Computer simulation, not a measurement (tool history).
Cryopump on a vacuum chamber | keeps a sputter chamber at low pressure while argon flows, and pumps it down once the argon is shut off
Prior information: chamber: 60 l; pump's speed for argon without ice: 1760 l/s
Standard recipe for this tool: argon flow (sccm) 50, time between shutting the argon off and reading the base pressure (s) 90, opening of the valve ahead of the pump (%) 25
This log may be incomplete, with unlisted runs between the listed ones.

run     day  argon flow (sccm)  time between shutting the argon off and reading the base pressure (s)  opening of the valve ahead of the pump (%)  pressure while argon flows (Pa)  pressure after the wait (uPa)
  1   0.000                 50                                                                     90                                          25                           0.2027                           2.18
  2   1.642                 50                                                                     90                                          25                           0.2047                           2.15
  3   2.525                 50                                                                     90                                          25                           0.2041                           2.20
  4   3.304                 50                                                                     90                                          25                           0.2044                           2.08
  5   4.512                 50                                                                     90                                          25                           0.2042                           2.16
  6   5.712                 50                                                                     90                                          25                           0.2047                           2.23
  7   6.721                 35                                                                     90                                          25                           0.1442                           2.25
  8   7.562                 35                                                                     90                                          25                           0.1431                           2.19
  9   8.579                 35                                                                     90                                          48                           0.0775                           2.28
 10  10.179                 50                                                                     90                                          25                           0.2043                           2.26

Run 11, settings as shown, results not yet in. Your forecast:
 11  11.738                 40                                                                    245                                          37                                ?                              ?

pressure while argon flows (Pa): 0.1136
pressure after the wait (uPa): 1.78
Minus the tool's unlogged condition, the same run would have read pressure while argon flows (Pa) 0.1029, pressure after the wait (uPa) 0.48.

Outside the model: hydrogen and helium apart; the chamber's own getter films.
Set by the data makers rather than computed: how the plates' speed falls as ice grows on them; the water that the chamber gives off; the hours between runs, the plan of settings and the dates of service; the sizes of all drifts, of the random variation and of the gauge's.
